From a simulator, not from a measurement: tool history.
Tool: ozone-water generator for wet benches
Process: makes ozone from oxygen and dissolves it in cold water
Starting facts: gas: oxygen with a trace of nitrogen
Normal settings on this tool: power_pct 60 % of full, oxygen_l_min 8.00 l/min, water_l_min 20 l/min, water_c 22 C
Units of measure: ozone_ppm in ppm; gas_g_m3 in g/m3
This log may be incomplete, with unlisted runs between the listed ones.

Run 1, hour 0.0: usual settings. Result: ozone_ppm 14.8 ppm, gas_g_m3 156.8 g/m3.
Run 2, hour 84.6: usual settings but water_c 20 C. Result: ozone_ppm 15.3 ppm, gas_g_m3 157.3 g/m3.
Run 3, hour 144.9: usual settings but water_c 20 C. Result: ozone_ppm 15.5 ppm, gas_g_m3 156.9 g/m3.
Run 4, hour 240.2: usual settings but water_l_min 17 l/min. Result: ozone_ppm 17.2 ppm, gas_g_m3 157.1 g/m3.
Run 5, hour 333.6: usual settings but water_l_min 17 l/min. Result: ozone_ppm 17.1 ppm, gas_g_m3 159.1 g/m3.
Run 6, hour 407.7: usual settings but water_l_min 23 l/min. Result: ozone_ppm 13.1 ppm, gas_g_m3 159.2 g/m3.
Run 7, hour 495.9: usual settings but water_l_min 23 l/min. Result: ozone_ppm 13.0 ppm, gas_g_m3 157.1 g/m3.
Run 8, hour 596.3: usual settings but power_pct 95 % of full, water_l_min 17 l/min, water_c 26 C. Result: ozone_ppm 22.5 ppm, gas_g_m3 221.4 g/m3.
Run 9, hour 671.9: usual settings but power_pct 55 % of full, oxygen_l_min 9.84 l/min, water_l_min 13 l/min, water_c 18 C. Result: ozone_ppm 20.8 ppm, gas_g_m3 130.5 g/m3.
Run 10, hour 718.0: usual settings but power_pct 55 % of full, oxygen_l_min 9.84 l/min, water_l_min 13 l/min, water_c 18 C. Result: ozone_ppm 20.7 ppm, gas_g_m3 132.4 g/m3.
Run 11, hour 814.7: usual settings but power_pct 83 % of full, oxygen_l_min 8.95 l/min, water_l_min 13 l/min, water_c 28 C. Result: ozone_ppm 22.9 ppm, gas_g_m3 187.8 g/m3.
Run 12, hour 906.3: usual settings but power_pct 93 % of full. Result: ozone_ppm 20.6 ppm, gas_g_m3 218.2 g/m3.
Run 13, hour 956.6: usual settings but power_pct 86 % of full, oxygen_l_min 11.30 l/min, water_c 23 C. Result: ozone_ppm 18.2 ppm, gas_g_m3 170.4 g/m3.
Run 14, hour 1026.1: usual settings but power_pct 86 % of full, oxygen_l_min 11.30 l/min, water_c 23 C. Result: ozone_ppm 18.2 ppm, gas_g_m3 170.7 g/m3.

4 options for the next run, each taken on its own from the tool as it stands now. Forecast them:
Run A, hour 1112.0: usual settings but oxygen_l_min 9.03 l/min, water_l_min 31 l/min. Result: ozone_ppm ?, gas_g_m3 ?.
Run B, hour 1112.0: usual settings but power_pct 90 % of full, oxygen_l_min 5.09 l/min, water_l_min 26 l/min. Result: ozone_ppm ?, gas_g_m3 ?.
Run C, hour 1112.0: usual settings but power_pct 67 % of full, water_l_min 15 l/min, water_c 17 C. Result: ozone_ppm ?, gas_g_m3 ?.
Run D, hour 1112.0: usual settings but power_pct 86 % of full, oxygen_l_min 14.09 l/min, water_c 24 C. Result: ozone_ppm ?, gas_g_m3 ?.

run  ozone_ppm  gas_g_m3
  A        9.6     147.5
  B       15.4     266.2
  C       22.9     170.7
  D       17.0     154.0
Had the tool no hidden state, the same runs would have come out as:
run  ozone_ppm  gas_g_m3
  A        9.7     149.5
  B       15.4     270.0
  C       23.0     173.0
  D       17.0     156.2
